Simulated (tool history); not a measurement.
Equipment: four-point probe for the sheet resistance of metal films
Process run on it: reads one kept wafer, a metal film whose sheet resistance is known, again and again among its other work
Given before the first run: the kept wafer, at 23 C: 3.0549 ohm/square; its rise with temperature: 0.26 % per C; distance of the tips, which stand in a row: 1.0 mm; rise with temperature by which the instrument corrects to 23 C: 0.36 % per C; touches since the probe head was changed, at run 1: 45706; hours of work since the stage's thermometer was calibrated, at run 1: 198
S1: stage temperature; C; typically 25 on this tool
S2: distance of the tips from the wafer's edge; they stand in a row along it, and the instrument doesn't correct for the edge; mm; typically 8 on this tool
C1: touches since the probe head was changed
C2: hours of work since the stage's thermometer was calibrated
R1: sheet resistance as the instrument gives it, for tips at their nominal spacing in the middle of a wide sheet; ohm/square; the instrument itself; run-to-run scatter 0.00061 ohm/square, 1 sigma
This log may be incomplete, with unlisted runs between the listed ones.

run    hour  S1  S2     C1   C2        R1
  1     0.0  25   8  45706  198  3.050910
  2    41.7  20   8  46970  223  3.066943
  3    77.1  20   8  48042  245  3.064866
  4   111.9  24   8  49095  266  3.053031
  5   138.0  25  48  49886  281  3.024803
  6   159.7  25  48  50542  294  3.025400
  7   191.7  25   8  51514  313  3.050785
  8   233.6  25   8  52780  338  3.050158
  9   255.6  18   8  53447  352  3.070254
 10   292.6  25   8  54569  374  3.048683
 11   325.0  25   8  55551  393  3.049644
 12   348.7  25  29  56267  407  3.025796
 13   378.8  25  29  57180  426  3.025201
 14   413.1  32  29  58218  446  3.004662
 15   444.3  23   8  59164  465  3.054550
      447.9  -- stage's thermometer calibrated
 16   480.3  27   8  60239   19  3.043651
 17   517.0  27   8  61352   41  3.042164
      545.4  -- stage's thermometer calibrated, once more
 18   560.8  27   8  62661    9  3.043346
 19   590.9  27   8  63574   27  3.043404
 20   609.4  27   8  64134   38  3.041763
 21   646.7  27   8  65265   61  3.042641
 22   675.2  25   7  66127   78  3.056661
 23   709.1  25  37  67152   98  3.024455
 24   737.2  19  19  68006  115  3.044879
 25   771.4  25  12  69040  135  3.033164
 26   802.8  18   6  69992  154  3.088374
 27   847.2  30  44  71335  181  3.008204
 28   882.7  22   8  72413  202  3.054516
 29   908.6  22   8  73197  218  3.055557
 30   934.1  23  23  73969  233  3.030981
 31   964.1  28   3  74875  251  3.182862
 32   986.2  28   3  75545  264  3.182572
 33  1024.1  28   3  76695  287  3.182270
 34  1053.6  28   3  77589  305  3.182491
 35  1074.3  28  35  78216  317  3.014132
 36  1094.2  26   7  78818  329  3.050545
 37  1117.3  22   4  79518  343  3.127650
 38  1160.3  34  69  80820  369  2.995844
 39  1191.4  26  12  81761  387  3.028228
 40  1234.7  26  12  83073  413  3.029754
 41  1277.8  25   4  84377  439  3.119006
 42  1316.2  34   3  85540  462  3.162845

How the hidden state differs across the entries between the runs, from the last listed run before each to the first after it:
In the gap between runs 15 and 16: stage's thermometer calibrated (hour 447.9)
  inner tips' distance over the nominal, %: -0.761 -> -0.765; wafer's true temperature over the reading, C: -0.07 -> -0.09
  what was measured, less what the result would be without the hidden state, R1: -0.025857 -> -0.026130 ohm/square
In the gap between runs 17 and 18: stage's thermometer calibrated, once more (hour 545.4)
  inner tips' distance over the nominal, %: -0.771 -> -0.777; wafer's true temperature over the reading, C: -0.09 -> -0.04
  what was measured, less what the result would be without the hidden state, R1: -0.026269 -> -0.026052 ohm/square
